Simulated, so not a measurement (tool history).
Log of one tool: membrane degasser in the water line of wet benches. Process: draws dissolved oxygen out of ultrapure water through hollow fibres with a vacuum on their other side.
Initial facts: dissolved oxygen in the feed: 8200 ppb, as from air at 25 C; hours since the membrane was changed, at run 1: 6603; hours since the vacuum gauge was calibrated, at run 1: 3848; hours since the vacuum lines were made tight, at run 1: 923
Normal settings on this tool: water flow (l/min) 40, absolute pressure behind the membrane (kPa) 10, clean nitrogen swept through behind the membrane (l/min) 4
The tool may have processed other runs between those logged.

| run | day | water flow (l/min) | absolute pressure behind the membrane (kPa) | clean nitrogen swept through behind the membrane (l/min) | hours since the membrane was changed | hours since the vacuum gauge was calibrated | hours since the vacuum lines were made tight | dissolved oxygen in the water behind the degasser (ppb) | pressure that the water loses in the fibres (kPa) |
|---|---|---|---|---|---|---|---|---|---|
| 1 | 0 | 40 | 10 | 4 | 6603 | 3848 | 923 | 458.2 | 43.5 |
| 2 | 6.321 | 40 | 22.2 | 4 | 6755 | 4000 | 1074 | 705.1 | 43.71 |
| 3 | 11.008 | 40 | 10 | 3.96 | 6867 | 4113 | 1187 | 443.8 | 44.12 |
| 4 | 18.538 | 40 | 10 | 4 | 7048 | 4293 | 1367 | 449.6 | 43.76 |
| 5 | 24.062 | 40 | 10 | 4 | 7180 | 4426 | 1500 | 448.6 | 43.53 |
| 6 | 28.379 | 40 | 10 | 4 | 7284 | 4529 | 1604 | 450.4 | 43.44 |
| 7 | 33.133 | 40 | 10 | 4 | 7398 | 4644 | 1718 | 456.6 | 43.58 |
| 8 | 37.979 | 40 | 7.5 | 4 | 7514 | 4760 | 1834 | 395.8 | 43.61 |
| 9 | 45.45 | 33 | 10 | 4 | 7694 | 4939 | 2013 | 302.4 | 36.22 |
| 10 | 51.017 | 33 | 10 | 4 | 7827 | 5073 | 2147 | 294.2 | 35.94 |
| 11 | 57.825 | 40 | 8.2 | 4 | 7991 | 5236 | 2310 | 410.3 | 43.95 |
| 12 | 64.567 | 40 | 10 | 4 | 8153 | 5398 | 2472 | 443.6 | 44.23 |
| 13 | 69.533 | 40 | 10 | 3.99 | 8272 | 5517 | 2591 | 448.3 | 43.97 |
| 14 | 72.854 | 40 | 10 | 3.99 | 8351 | 5597 | 2671 | 454 | 43.73 |
| 15 | 80.075 | 40 | 11.3 | 4 | 8525 | 5770 | 2844 | 474.6 | 43.69 |
| 16 | 87.05 | 40 | 11.3 | 4 | 8692 | 5938 | 3012 | 475 | 43.64 |
| 17 | 94.192 | 40 | 11.3 | 4 | 8863 | 6109 | 3183 | 471.8 | 43.89 |

What does the tool deliver on the next run?
| 18 | 101.021 | 49 | 10 | 1.94 | 9027 | 6273 | 3347 | ? | ? |

Logged for run 18: dissolved oxygen in the water behind the degasser (ppb) 835.1, pressure that the water loses in the fibres (kPa) 53.37.
On a tool with no hidden condition, and with the same random variation, this run would have come out at dissolved oxygen in the water behind the degasser (ppb) 833.5, pressure that the water loses in the fibres (kPa) 53.31.

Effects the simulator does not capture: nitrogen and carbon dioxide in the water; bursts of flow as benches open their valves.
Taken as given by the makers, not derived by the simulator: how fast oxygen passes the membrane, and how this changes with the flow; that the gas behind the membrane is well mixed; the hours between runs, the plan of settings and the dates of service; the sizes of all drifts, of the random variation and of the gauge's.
